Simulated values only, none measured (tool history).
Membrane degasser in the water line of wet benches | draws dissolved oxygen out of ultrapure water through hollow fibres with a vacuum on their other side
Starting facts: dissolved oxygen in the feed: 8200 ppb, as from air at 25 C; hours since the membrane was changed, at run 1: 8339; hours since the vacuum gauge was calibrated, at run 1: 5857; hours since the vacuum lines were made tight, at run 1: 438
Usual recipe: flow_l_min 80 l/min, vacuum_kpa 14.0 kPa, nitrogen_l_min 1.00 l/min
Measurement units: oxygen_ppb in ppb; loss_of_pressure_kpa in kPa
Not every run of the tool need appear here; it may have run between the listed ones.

run	hour	flow_l_min	vacuum_kpa	nitrogen_l_min	hours since the membrane was changed	hours since the vacuum gauge was calibrated	hours since the vacuum lines were made tight	oxygen_ppb	loss_of_pressure_kpa
1	0.0	80	14.0	1.00	8339	5857	438	1337.7	60.03
2	148.8	55	14.0	1.00	8488	6006	586	1033.6	41.51
3	273.0	80	14.0	1.00	8612	6130	711	1335.1	60.25
4	448.4	80	14.0	1.00	8788	6306	886	1337.1	60.30
5	600.2	80	14.0	1.00	8940	6457	1038	1338.9	60.41
6	743.8	80	14.0	1.00	9083	6601	1181	1338.9	60.06
# hour 757.8: vacuum gauge calibrated
7	905.3	80	14.0	1.00	9244	148	1342	1300.1	60.62
8	1087.2	80	14.0	1.00	9426	329	1524	1302.3	60.65
9	1294.9	80	14.0	1.00	9634	537	1732	1305.3	60.66
10	1390.2	80	14.0	1.00	9729	632	1827	1304.0	60.29
11	1528.8	80	14.0	1.00	9868	771	1966	1305.5	60.19
12	1648.9	80	14.0	1.00	9988	891	2086	1305.7	60.75
13	1783.8	80	14.0	1.00	10123	1026	2221	1305.1	61.03
14	1991.4	80	14.0	1.00	10330	1234	2429	1309.3	60.79
15	2196.7	80	14.0	1.00	10536	1439	2634	1310.6	60.60
16	2376.7	80	14.0	1.00	10716	1619	2814	1311.8	61.21
17	2508.9	80	14.0	1.00	10848	1751	2946	1310.7	61.22
18	2668.3	84	15.2	2.16	11007	1911	3105	896.0	64.71
19	2850.9	49	19.5	1.36	11190	2093	3288	1076.2	37.49
20	2973.7	49	19.5	1.36	11313	2216	3411	1080.3	37.40
21	3177.0	61	11.2	0.78	11516	2419	3614	978.9	46.67
22	3346.7	80	17.9	1.00	11686	2589	3784	1708.4	61.61
23	3506.0	53	27.2	2.07	11845	2748	3943	1173.1	40.66
24	3717.4	62	20.4	0.99	12056	2960	4155	1652.1	47.58
25	3852.1	80	16.6	1.00	12191	3094	4289	1582.0	61.35
26	4006.2	80	16.6	1.00	12345	3248	4443	1580.3	62.21
27	4131.1	80	16.6	1.00	12470	3373	4568	1581.5	61.69
28	4255.6	80	22.1	0.51	12595	3498	4693	2934.5	61.68
29	4424.5	63	19.1	1.55	12763	3667	4862	1164.9	48.93
30	4589.0	63	19.1	1.55	12928	3831	5026	1164.8	48.73
31	4712.8	83	23.2	1.55	13052	3955	5150	1719.9	64.43
32	4859.5	83	20.8	1.55	13198	4102	5297	1552.2	64.32
33	5030.6	80	30.3	1.63	13369	4273	5468	2063.6	62.14

Alternative continuations, all from the tool just after run 33; predict every row:
A	5153.6	80	22.6	1.22	13492	4396	5591	?	?
B	5153.6	61	16.4	2.56	13492	4396	5591	?	?
C	5153.6	83	11.3	0.43	13492	4396	5591	?	?

run	oxygen_ppb	loss_of_pressure_kpa
A	1904.3	62.28
B	657.5	47.29
C	1646.7	64.58
Stripped of hidden state, with their random variation kept, the same runs would have yielded:
run	oxygen_ppb	loss_of_pressure_kpa
A	1881.0	56.97
B	642.2	43.26
C	1612.2	59.09
